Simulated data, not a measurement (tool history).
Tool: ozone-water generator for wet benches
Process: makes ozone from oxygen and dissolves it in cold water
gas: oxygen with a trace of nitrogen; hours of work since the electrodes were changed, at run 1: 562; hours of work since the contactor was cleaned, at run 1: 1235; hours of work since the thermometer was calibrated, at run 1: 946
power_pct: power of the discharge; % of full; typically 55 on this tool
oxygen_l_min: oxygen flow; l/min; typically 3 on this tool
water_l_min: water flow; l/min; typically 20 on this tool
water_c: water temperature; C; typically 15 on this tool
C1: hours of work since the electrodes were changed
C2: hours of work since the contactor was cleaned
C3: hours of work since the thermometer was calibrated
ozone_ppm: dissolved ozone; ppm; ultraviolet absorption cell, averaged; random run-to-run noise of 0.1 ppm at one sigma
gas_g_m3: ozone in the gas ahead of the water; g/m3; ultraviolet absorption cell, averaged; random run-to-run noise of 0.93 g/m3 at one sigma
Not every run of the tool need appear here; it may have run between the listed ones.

Run 1, hour 0: usual settings; C1 562; C2 1235; C3 946. Result: ozone_ppm 12.73 ppm, gas_g_m3 156.9 g/m3.
Run 2, hour 86.1: usual settings but water_l_min 16 l/min; C1 636; C2 1309; C3 1020. Result: ozone_ppm 15.79 ppm, gas_g_m3 155.5 g/m3.
Run 3, hour 140.3: usual settings but power_pct 87 % of full; C1 683; C2 1356; C3 1067. Result: ozone_ppm 18.38 ppm, gas_g_m3 227.6 g/m3.
Run 4, hour 238.9: usual settings but power_pct 87 % of full; C1 768; C2 1441; C3 1152. Result: ozone_ppm 18.2 ppm, gas_g_m3 226 g/m3.
Run 5, hour 343.6: usual settings but power_pct 99 % of full; C1 858; C2 1531; C3 1242. Result: ozone_ppm 20.31 ppm, gas_g_m3 250.8 g/m3.
Run 6, hour 417.3: usual settings but power_pct 81 % of full; C1 921; C2 1595; C3 1306. Result: ozone_ppm 17.18 ppm, gas_g_m3 213.6 g/m3.
Run 7, hour 507.4: usual settings but power_pct 81 % of full; C1 999; C2 1672; C3 1383. Result: ozone_ppm 17.22 ppm, gas_g_m3 211.7 g/m3.
Run 8, hour 563.8: usual settings but power_pct 75 % of full; C1 1048; C2 1721; C3 1432. Result: ozone_ppm 16.11 ppm, gas_g_m3 200.8 g/m3.
Run 9, hour 641.3: usual settings but power_pct 75 % of full; C1 1114; C2 1788; C3 1499. Result: ozone_ppm 16.01 ppm, gas_g_m3 198.9 g/m3.
Run 10, hour 751.7: usual settings but power_pct 75 % of full; C1 1209; C2 1883; C3 1594. Result: ozone_ppm 15.97 ppm, gas_g_m3 198.6 g/m3.
Run 11, hour 862.6: usual settings; C1 1305; C2 1978; C3 1689. Result: ozone_ppm 12.48 ppm, gas_g_m3 153.7 g/m3.
Run 12, hour 941.1: usual settings but water_c 17 C; C1 1373; C2 2046; C3 1757. Result: ozone_ppm 12.28 ppm, gas_g_m3 153.4 g/m3.
Run 13, hour 1042: usual settings; C1 1459; C2 2133; C3 1844. Result: ozone_ppm 12.4 ppm, gas_g_m3 154.3 g/m3.
Run 14, hour 1102.8: usual settings but oxygen_l_min 3.26 l/min; C1 1512; C2 2185; C3 1896. Result: ozone_ppm 12.95 ppm, gas_g_m3 150.8 g/m3.
Run 15, hour 1164.8: usual settings but oxygen_l_min 3.26 l/min; C1 1565; C2 2239; C3 1950. Result: ozone_ppm 12.93 ppm, gas_g_m3 150.9 g/m3.
Run 16, hour 1264.1: usual settings but oxygen_l_min 3.26 l/min; C1 1651; C2 2324; C3 2035. Result: ozone_ppm 12.86 ppm, gas_g_m3 147.9 g/m3.
Run 17, hour 1318.6: usual settings but oxygen_l_min 3.51 l/min, water_c 10 C; C1 1698; C2 2371; C3 2082. Result: ozone_ppm 13.79 ppm, gas_g_m3 145.6 g/m3.
Run 18, hour 1379.9: usual settings but power_pct 62 % of full; C1 1751; C2 2424; C3 2135. Result: ozone_ppm 13.45 ppm, gas_g_m3 169.5 g/m3.
Run 19, hour 1487: usual settings but power_pct 64 % of full, oxygen_l_min 2.77 l/min, water_l_min 23 l/min, water_c 20 C; C1 1843; C2 2516; C3 2227. Result: ozone_ppm 11.16 ppm, gas_g_m3 177 g/m3.
Run 20, hour 1551.1: usual settings but power_pct 64 % of full, oxygen_l_min 2.77 l/min, water_l_min 15 l/min, water_c 11 C; C1 1898; C2 2571; C3 2282. Result: ozone_ppm 18.77 ppm, gas_g_m3 176.5 g/m3.
Run 21, hour 1632.9: usual settings but power_pct 64 % of full, oxygen_l_min 2.77 l/min, water_l_min 15 l/min, water_c 11 C; C1 1968; C2 2642; C3 2353. Result: ozone_ppm 18.74 ppm, gas_g_m3 176.2 g/m3.
Run 22, hour 1690.9: usual settings but power_pct 45 % of full, oxygen_l_min 5.06 l/min, water_l_min 24 l/min, water_c 23 C; C1 2018; C2 2692; C3 2403. Result: ozone_ppm 9.42 ppm, gas_g_m3 110.9 g/m3.
Run 23, hour 1741.1: usual settings but power_pct 97 % of full, oxygen_l_min 3.96 l/min; C1 2062; C2 2735; C3 2446. Result: ozone_ppm 21.1 ppm, gas_g_m3 220.5 g/m3.
Run 24, hour 1808.5: usual settings but oxygen_l_min 3.09 l/min, water_c 20 C; C1 2120; C2 2793; C3 2504. Result: ozone_ppm 11.83 ppm, gas_g_m3 152 g/m3.
Run 25, hour 1888.5: usual settings but power_pct 44 % of full, oxygen_l_min 3.09 l/min, water_c 13 C; C1 2189; C2 2862; C3 2573. Result: ozone_ppm 10.6 ppm, gas_g_m3 125.1 g/m3.
Run 26, hour 1994.9: usual settings but power_pct 44 % of full, oxygen_l_min 3.09 l/min, water_c 13 C; C1 2280; C2 2954; C3 2665. Result: ozone_ppm 10.57 ppm, gas_g_m3 127.1 g/m3.
Run 27, hour 2046.2: usual settings but power_pct 44 % of full, oxygen_l_min 3.09 l/min, water_c 13 C; C1 2325; C2 2998; C3 2709. Result: ozone_ppm 10.58 ppm, gas_g_m3 126.6 g/m3.
Run 28, hour 2150.7: usual settings but power_pct 46 % of full, water_l_min 30 l/min, water_c 16 C; C1 2414; C2 3088; C3 2799. Result: ozone_ppm 6.77 ppm, gas_g_m3 133.2 g/m3.
Run 29, hour 2258: usual settings but power_pct 46 % of full, water_l_min 30 l/min, water_c 16 C; C1 2507; C2 3180; C3 2891. Result: ozone_ppm 6.6 ppm, gas_g_m3 132.8 g/m3.
Run 30, hour 2323.7: usual settings but power_pct 40 % of full; C1 2564; C2 3237; C3 2948. Result: ozone_ppm 9.39 ppm, gas_g_m3 118.6 g/m3.
Run 31, hour 2413.2: usual settings but power_pct 70 % of full, oxygen_l_min 1.52 l/min, water_l_min 13 l/min, water_c 17 C; C1 2641; C2 3314; C3 3025. Result: ozone_ppm 16.86 ppm, gas_g_m3 225 g/m3.
Run 32, hour 2457.8: usual settings but power_pct 70 % of full, oxygen_l_min 1.52 l/min, water_l_min 13 l/min, water_c 17 C; C1 2679; C2 3352; C3 3063. Result: ozone_ppm 16.77 ppm, gas_g_m3 227 g/m3.

How would selected steps in ozone_ppm from run to run divide? Give the signed amount a tool lacking its hidden state would still show from settings, what came in and random variation, and the signed amount left for the hidden state, including any gauge scatter that is not in both of the compared results.
Unlogged tool condition in this case: yield of the discharge, % of new electrodes'; contactor's efficiency, % of a clean one's; true water temperature over the reading, C; drift of the gauge itself on ozone_ppm, %; drift of the gauge itself on gas_g_m3, %.
Run 21 -> 22: power_pct 64 -> 45, oxygen_l_min 2.77 -> 5.06, water_l_min 15 -> 24, water_c 11 -> 23. ozone_ppm -9.32 ppm: hidden state +0.43, all else -9.75.
Run 22 -> 23: power_pct 45 -> 97, oxygen_l_min 5.06 -> 3.96, water_l_min 24 -> 20, water_c 23 -> 15. ozone_ppm +11.68 ppm: hidden state -0.89, all else +12.57.
Run 23 -> 24: power_pct 97 -> 55, oxygen_l_min 3.96 -> 3.09, water_c 15 -> 20. ozone_ppm -9.27 ppm: hidden state +0.73, all else -10.
Run 30 -> 31: power_pct 40 -> 70, oxygen_l_min 3 -> 1.52, water_l_min 20 -> 13, water_c 15 -> 17. ozone_ppm +7.47 ppm: hidden state -0.59, all else +8.06.
